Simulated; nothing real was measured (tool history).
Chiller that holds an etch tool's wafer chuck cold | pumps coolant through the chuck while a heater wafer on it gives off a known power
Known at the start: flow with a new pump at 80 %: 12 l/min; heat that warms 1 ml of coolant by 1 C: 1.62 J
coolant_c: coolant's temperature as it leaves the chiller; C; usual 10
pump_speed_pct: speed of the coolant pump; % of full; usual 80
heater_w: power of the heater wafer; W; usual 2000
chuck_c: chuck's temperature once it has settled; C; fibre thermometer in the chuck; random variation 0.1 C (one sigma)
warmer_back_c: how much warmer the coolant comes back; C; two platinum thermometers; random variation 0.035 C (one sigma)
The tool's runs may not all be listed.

run    hour  coolant_c  pump_speed_pct  heater_w  chuck_c  warmer_back_c
  1       0         10              80      2000     27.4           7.14
  2   135.5         10              80      2066     28.2           7.39
  3   264.6         10              80      1210     20.8           4.31
  4   337.1         10              80      1391     22.5              5
  5     441          9              80      2000       27           7.24
  6   513.6          9              80      2000       27            7.2
  7   628.8         10              80      2029     28.2           7.31
  8   752.8         10              63      2000     31.8           9.55
  9   914.6         10              66      2000     31.2           9.05
 10    1022         14              85      1660     28.7           5.71
 11  1128.5         14              85      1660     28.6           5.73
 12  1229.1         17              60      1111       30           5.68
 13    1373         17              60      1111       30           5.68

The next listed run, before its measurement:
 14  1521.3         17              60      1111        ?              ?

{"run 14": {"chuck_c": 30.2, "warmer_back_c": 5.73}}
Without the tool's hidden state the same run would have given chuck_c 27.8 C, warmer_back_c 4.76 C.

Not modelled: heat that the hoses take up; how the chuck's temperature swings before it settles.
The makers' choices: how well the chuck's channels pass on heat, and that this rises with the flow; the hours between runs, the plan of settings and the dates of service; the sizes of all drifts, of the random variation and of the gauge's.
